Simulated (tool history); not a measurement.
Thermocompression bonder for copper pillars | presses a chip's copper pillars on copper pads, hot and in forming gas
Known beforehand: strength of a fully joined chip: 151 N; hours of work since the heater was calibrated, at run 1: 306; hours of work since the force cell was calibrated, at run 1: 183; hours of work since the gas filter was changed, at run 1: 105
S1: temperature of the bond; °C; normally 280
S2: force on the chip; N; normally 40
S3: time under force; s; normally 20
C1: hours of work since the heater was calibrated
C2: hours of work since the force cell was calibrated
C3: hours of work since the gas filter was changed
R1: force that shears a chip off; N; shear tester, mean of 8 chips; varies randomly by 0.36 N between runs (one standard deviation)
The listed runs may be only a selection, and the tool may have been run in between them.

Run 1, hour 0.0: usual settings; C1 306; C2 183; C3 105. Result: R1 102.6 N.
Run 2, hour 7.9: usual settings; C1 311; C2 188; C3 110. Result: R1 102.4 N.
Run 3, hour 17.4: usual settings; C1 316; C2 193; C3 116. Result: R1 101.6 N.
Run 4, hour 24.7: usual settings but S3 32 s; C1 321; C2 198; C3 120. Result: R1 114.6 N.
Run 5, hour 28.8: usual settings but S3 32 s; C1 323; C2 200; C3 122. Result: R1 115.1 N.
Run 6, hour 37.4: usual settings but S3 32 s; C1 328; C2 205; C3 127. Result: R1 114.0 N.
Run 7, hour 44.4: usual settings but S2 57 N, S3 32 s; C1 332; C2 209; C3 132. Result: R1 126.8 N.
Run 8, hour 49.1: usual settings but S2 57 N, S3 32 s; C1 335; C2 212; C3 134. Result: R1 127.2 N.
Run 9, hour 55.3: usual settings but S2 57 N, S3 32 s; C1 338; C2 216; C3 138. Result: R1 126.5 N.
Run 10, hour 59.8: usual settings but S2 57 N, S3 32 s; C1 341; C2 218; C3 141. Result: R1 127.2 N.
Run 11, hour 65.3: usual settings but S3 19 s; C1 344; C2 222; C3 144. Result: R1 100.1 N.
Run 12, hour 72.1: usual settings; C1 348; C2 226; C3 148. Result: R1 101.8 N.
Run 13, hour 81.1: usual settings; C1 354; C2 231; C3 153. Result: R1 102.4 N.
Run 14, hour 90.8: usual settings; C1 359; C2 237; C3 159. Result: R1 102.3 N.
Run 15, hour 99.5: usual settings; C1 365; C2 242; C3 164. Result: R1 102.2 N.
Run 16, hour 106.5: usual settings; C1 369; C2 246; C3 168. Result: R1 102.1 N.
Run 17, hour 113.3: usual settings but S3 39 s; C1 373; C2 250; C3 172. Result: R1 118.3 N.
Run 18, hour 121.0: usual settings but S3 39 s; C1 377; C2 254; C3 177. Result: R1 118.0 N.
Run 19, hour 125.5: usual settings but S3 39 s; C1 380; C2 257; C3 179. Result: R1 119.1 N.
Run 20, hour 135.3: usual settings but S3 39 s; C1 386; C2 263; C3 185. Result: R1 119.1 N.
Run 21, hour 142.4: usual settings but S1 259 °C, S2 39 N, S3 33 s; C1 390; C2 267; C3 189. Result: R1 100.5 N.
At hour 145.0: heater calibrated with a thermocouple chip.
Run 22, hour 153.9: usual settings but S3 17 s; C1 5; C2 272; C3 195. Result: R1 96.3 N.
Run 23, hour 160.7: usual settings but S2 47 N, S3 53 s; C1 9; C2 277; C3 199. Result: R1 129.7 N.
At hour 168.3: heater calibrated with a thermocouple chip, once more.
Run 24, hour 169.0: usual settings but S1 309 °C, S2 26 N, S3 12 s; C1 0; C2 280; C3 203. Result: R1 88.4 N.
Run 25, hour 176.5: usual settings but S1 276 °C, S2 60 N, S3 33 s; C1 5; C2 285; C3 207. Result: R1 126.6 N.
Run 26, hour 185.9: usual settings but S1 276 °C, S2 60 N, S3 33 s; C1 10; C2 290; C3 212. Result: R1 127.2 N.
Run 27, hour 195.3: usual settings but S1 268 °C, S2 46 N, S3 33 s; C1 16; C2 296; C3 218. Result: R1 113.2 N.
Run 28, hour 200.4: usual settings but S1 268 °C, S2 46 N, S3 33 s; C1 19; C2 299; C3 221. Result: R1 113.4 N.
Run 29, hour 206.9: usual settings but S1 268 °C, S2 24 N, S3 37 s; C1 23; C2 303; C3 225. Result: R1 89.7 N.
Run 30, hour 212.8: usual settings but S1 251 °C, S2 46 N, S3 18 s; C1 26; C2 306; C3 228. Result: R1 86.3 N.
Run 31, hour 221.8: usual settings but S2 44 N, S3 34 s; C1 31; C2 311; C3 234. Result: R1 119.0 N.
Run 32, hour 229.6: usual settings but S2 44 N, S3 34 s; C1 36; C2 316; C3 238. Result: R1 119.4 N.
Run 33, hour 233.8: usual settings but S1 255 °C, S3 23 s; C1 39; C2 318; C3 241. Result: R1 89.4 N.
Run 34, hour 239.1: usual settings but S2 55 N; C1 42; C2 321; C3 244. Result: R1 114.2 N.
Run 35, hour 243.2: usual settings but S2 55 N; C1 44; C2 324; C3 246. Result: R1 115.3 N.
Run 36, hour 250.8: usual settings but S2 24 N; C1 49; C2 328; C3 251. Result: R1 80.7 N.
Run 37, hour 258.0: usual settings but S1 291 °C, S2 38 N; C1 53; C2 333; C3 255. Result: R1 106.2 N.
Run 38, hour 262.7: usual settings but S1 291 °C, S2 54 N, S3 23 s; C1 56; C2 335; C3 258. Result: R1 123.2 N.
Run 39, hour 268.5: usual settings but S2 44 N, S3 59 s; C1 59; C2 339; C3 261. Result: R1 129.2 N.
Run 40, hour 273.9: usual settings but S1 300 °C, S2 43 N; C1 62; C2 342; C3 264. Result: R1 115.4 N.

A few steps of R1 between consecutive runs. Split each: what settings, incoming material and random variation would produce without the hidden state, and what is left over for the hidden state, along with gauge scatter present in only one of the two compared results (measured, and without hidden state):
The hidden state here: true temperature of the bond over the reading, C; force that reaches the chip, % of what is set; oxide that the forming gas leaves, % of the face; drift of the gauge itself on shear_n, %.
Run 23 -> 24: S1 280 -> 309, S2 47 -> 26, S3 53 -> 12, heater calibrated with a thermocouple chip, once more. R1 -41.3 N: hidden state +2.0, all else -43.3.
Run 24 -> 25: S1 309 -> 276, S2 26 -> 60, S3 12 -> 33. R1 +38.2 N: hidden state -1.0, all else +39.2.
Run 30 -> 31: S1 251 -> 280, S2 46 -> 44, S3 18 -> 34. R1 +32.7 N: hidden state -0.9, all else +33.6.
Run 35 -> 36: S2 55 -> 24. R1 -34.6 N: hidden state +0.9, all else -35.5.
